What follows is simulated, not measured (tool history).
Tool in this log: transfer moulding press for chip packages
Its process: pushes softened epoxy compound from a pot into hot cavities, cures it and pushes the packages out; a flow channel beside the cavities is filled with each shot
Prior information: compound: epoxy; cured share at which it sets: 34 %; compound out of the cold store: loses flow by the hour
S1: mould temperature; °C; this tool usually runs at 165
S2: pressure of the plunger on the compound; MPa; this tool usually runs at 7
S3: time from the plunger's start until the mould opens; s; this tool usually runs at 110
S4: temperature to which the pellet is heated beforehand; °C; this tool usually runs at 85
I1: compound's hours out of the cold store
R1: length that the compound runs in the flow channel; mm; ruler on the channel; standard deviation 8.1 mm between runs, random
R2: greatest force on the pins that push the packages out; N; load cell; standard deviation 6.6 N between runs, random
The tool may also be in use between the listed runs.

| run | day | S1 | S2 | S3 | S4 | I1 | R1 | R2 |
|---|---|---|---|---|---|---|---|---|
| 1 | 0 | 165 | 7 | 110 | 85 | 18.8 | 957 | 263 |
| 2 | 0.379 | 165 | 7.34 | 110 | 85 | 36.4 | 923 | 268 |
| 3 | 0.621 | 165 | 6.46 | 110 | 85 | 42.4 | 852 | 261 |
| 4 | 0.888 | 165 | 6.46 | 110 | 85 | 19.1 | 937 | 269 |
| 5 | 1.204 | 165 | 7 | 110 | 85 | 24.3 | 939 | 261 |
|  | 1.408 | cavities cleaned with cleaning compound and waxed |
| 6 | 1.483 | 165 | 7 | 110 | 78 | 41.5 | 882 | 258 |
| 7 | 1.796 | 165 | 7 | 110 | 78 | 8.3 | 995 | 258 |
| 8 | 2.1 | 165 | 7 | 110 | 78 | 41.8 | 897 | 271 |
| 9 | 2.396 | 165 | 7 | 110 | 78 | 40.5 | 895 | 271 |
| 10 | 2.658 | 165 | 7 | 110 | 78 | 47.8 | 873 | 261 |
| 11 | 2.992 | 165 | 7 | 110 | 78 | 10.6 | 993 | 271 |
| 12 | 3.304 | 165 | 7 | 110 | 78 | 25.9 | 910 | 255 |
| 13 | 3.646 | 165 | 8.72 | 110 | 78 | 9.8 | 1116 | 274 |
| 14 | 3.854 | 165 | 6.18 | 108 | 78 | 27.1 | 881 | 265 |
| 15 | 4.05 | 159 | 6.44 | 95 | 83 | 25.5 | 926 | 533 |
| 16 | 4.417 | 159 | 6.5 | 95 | 80 | 28.6 | 918 | 525 |
| 17 | 4.725 | 162 | 8.24 | 112 | 85 | 33 | 1021 | 298 |
| 18 | 4.938 | 162 | 8.24 | 106 | 85 | 43.4 | 981 | 311 |
| 19 | 5.271 | 158 | 7 | 114 | 85 | 16.1 | 990 | 396 |
|  | 5.421 | cavities cleaned with cleaning compound and waxed |
| 20 | 5.721 | 158 | 7 | 114 | 85 | 23.5 | 971 | 363 |
| 21 | 5.908 | 158 | 7 | 114 | 85 | 19.2 | 999 | 387 |
| 22 | 6.142 | 158 | 7 | 114 | 85 | 46.1 | 892 | 365 |
| 23 | 6.529 | 162 | 7 | 110 | 92 | 30.6 | 933 | 290 |
| 24 | 6.75 | 162 | 7 | 110 | 92 | 33 | 928 | 306 |
| 25 | 7.171 | 160 | 5.4 | 105 | 92 | 47.2 | 771 | 369 |

Here are 4 independent what-if runs from the current tool condition. What would each one return?
| A | 7.412 | 158 | 7 | 110 | 85 | 20.8 | ? | ? |
| B | 7.412 | 171 | 5.56 | 105 | 92 | 29.6 | ? | ? |
| C | 7.412 | 160 | 5.4 | 105 | 92 | 34.8 | ? | ? |
| D | 7.412 | 160 | 5.4 | 127 | 95 | 19.7 | ? | ? |

| run | R1 | R2 |
|---|---|---|
| A | 991 | 413 |
| B | 796 | 235 |
| C | 814 | 385 |
| D | 872 | 272 |
With the hidden condition removed and each run's random variation left untouched, the same runs would have given:
| run | R1 | R2 |
|---|---|---|
| A | 991 | 409 |
| B | 796 | 232 |
| C | 815 | 381 |
| D | 872 | 269 |

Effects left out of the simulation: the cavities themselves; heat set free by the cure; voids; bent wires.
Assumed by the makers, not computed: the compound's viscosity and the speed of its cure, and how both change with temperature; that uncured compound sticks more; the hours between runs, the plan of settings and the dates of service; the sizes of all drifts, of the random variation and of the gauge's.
